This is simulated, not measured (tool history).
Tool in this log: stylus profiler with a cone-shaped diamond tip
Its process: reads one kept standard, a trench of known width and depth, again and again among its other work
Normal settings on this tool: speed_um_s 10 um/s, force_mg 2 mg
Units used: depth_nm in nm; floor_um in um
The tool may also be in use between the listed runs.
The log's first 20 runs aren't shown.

run,day,speed_um_s,force_mg,scans with this tip,hours of work since the height scale was calibrated,depth_nm,floor_um
# day 29.846: height scale calibrated on a step standard, once more
21,31.142,35,5.2,3928,21,506.75,46.59
22,32.729,22,3.02,4072,47,504.85,46.5
23,34.254,29,5.73,4211,72,507.57,46.57
24,35.267,29,5.73,4303,88,507.72,46.49
25,36.4,3,2.51,4406,107,504.66,46.58
26,37.575,3,2.45,4513,126,504.54,46.55
27,39.879,12,5.84,4723,163,507.78,46.54
28,40.912,12,5.84,4816,180,507.86,46.48
29,42.079,4,2.7,4923,199,504.97,46.55
30,43.512,35,2.49,5053,222,505.06,46.38
31,45.554,15,2,5239,255,504.42,46.45

Consider 3 possible next runs. They are alternatives, not a sequence: every one starts from the tool as it was left by run 31. What does each give?
A,46.892,7,2,5360,277,?,?
B,46.892,9,0.81,5360,277,?,?
C,46.892,16,0.79,5360,277,?,?

run,depth_nm,floor_um
A,504.26,46.47
B,502.76,46.45
C,502.49,46.36
Take away the tool's hidden state, keep each run's random variation, and the runs would have read:
run,depth_nm,floor_um
A,503.56,46.96
B,502.06,46.94
C,501.79,46.84
